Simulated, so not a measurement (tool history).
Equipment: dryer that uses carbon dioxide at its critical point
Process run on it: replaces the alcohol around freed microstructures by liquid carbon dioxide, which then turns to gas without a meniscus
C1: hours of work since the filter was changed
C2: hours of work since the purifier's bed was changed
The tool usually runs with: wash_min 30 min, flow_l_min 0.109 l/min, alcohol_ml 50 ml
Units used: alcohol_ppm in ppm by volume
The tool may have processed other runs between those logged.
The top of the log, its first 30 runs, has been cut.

Run 31, hour 461.9: usual settings but wash_min 25 min, flow_l_min 0.172 l/min, alcohol_ml 87 ml; C1 57; C2 376. Result: alcohol_ppm 253 ppm by volume.
Run 32, hour 480.2: usual settings but wash_min 25 min, flow_l_min 0.172 l/min, alcohol_ml 87 ml; C1 63; C2 383. Result: alcohol_ppm 236 ppm by volume.
Run 33, hour 493.7: usual settings but wash_min 25 min, flow_l_min 0.172 l/min, alcohol_ml 87 ml; C1 68; C2 388. Result: alcohol_ppm 242 ppm by volume.
Run 34, hour 507.9: usual settings but wash_min 25 min, flow_l_min 0.172 l/min, alcohol_ml 87 ml; C1 73; C2 393. Result: alcohol_ppm 238 ppm by volume.
Run 35, hour 526.6: usual settings but wash_min 25 min, flow_l_min 0.172 l/min, alcohol_ml 68 ml; C1 80; C2 400. Result: alcohol_ppm 212 ppm by volume.
Run 36, hour 536.2: usual settings but wash_min 25 min, flow_l_min 0.172 l/min, alcohol_ml 68 ml; C1 84; C2 403. Result: alcohol_ppm 211 ppm by volume.
Run 37, hour 548.2: usual settings but wash_min 25 min, flow_l_min 0.128 l/min, alcohol_ml 24 ml; C1 88; C2 408. Result: alcohol_ppm 343 ppm by volume.
Run 38, hour 561.0: usual settings but wash_min 25 min, flow_l_min 0.128 l/min, alcohol_ml 24 ml; C1 93; C2 412. Result: alcohol_ppm 350 ppm by volume.
Run 39, hour 572.9: usual settings but wash_min 25 min, flow_l_min 0.128 l/min, alcohol_ml 24 ml; C1 97; C2 417. Result: alcohol_ppm 351 ppm by volume.
Run 40, hour 588.5: usual settings but wash_min 20 min, flow_l_min 0.075 l/min, alcohol_ml 82 ml; C1 103; C2 422. Result: alcohol_ppm 13524 ppm by volume.
Run 41, hour 605.6: usual settings but wash_min 20 min, flow_l_min 0.075 l/min, alcohol_ml 23 ml; C1 109; C2 429. Result: alcohol_ppm 3840 ppm by volume.
Run 42, hour 616.7: usual settings but flow_l_min 0.121 l/min; C1 113; C2 433. Result: alcohol_ppm 365 ppm by volume.
Run 43, hour 626.2: usual settings but wash_min 35 min, flow_l_min 0.117 l/min; C1 117; C2 436. Result: alcohol_ppm 230 ppm by volume.
Run 44, hour 637.3: usual settings but flow_l_min 0.130 l/min, alcohol_ml 26 ml; C1 121; C2 440. Result: alcohol_ppm 197 ppm by volume.
Run 45, hour 656.8: usual settings but wash_min 39 min, flow_l_min 0.174 l/min, alcohol_ml 38 ml; C1 128; C2 447. Result: alcohol_ppm 103 ppm by volume.
Run 46, hour 666.1: usual settings but wash_min 21 min, flow_l_min 0.141 l/min; C1 131; C2 451. Result: alcohol_ppm 946 ppm by volume.

Branching from run 46: 4 alternative next runs. What would each branch give?
Run A, hour 676.6: usual settings but wash_min 25 min, flow_l_min 0.141 l/min, alcohol_ml 95 ml; C1 135; C2 455. Result: alcohol_ppm ?.
Run B, hour 676.6: usual settings but wash_min 39 min, flow_l_min 0.146 l/min, alcohol_ml 26 ml; C1 135; C2 455. Result: alcohol_ppm ?.
Run C, hour 676.6: usual settings but wash_min 21 min, flow_l_min 0.143 l/min; C1 135; C2 455. Result: alcohol_ppm ?.
Run D, hour 676.6: usual settings but wash_min 39 min, flow_l_min 0.163 l/min, alcohol_ml 86 ml; C1 135; C2 455. Result: alcohol_ppm ?.

run  alcohol_ppm
  A          747
  B           98
  C          896
  D          114
Had the tool no hidden state, the same runs would have come out as:
run  alcohol_ppm
  A          454
  B            0
  C          588
  D           13
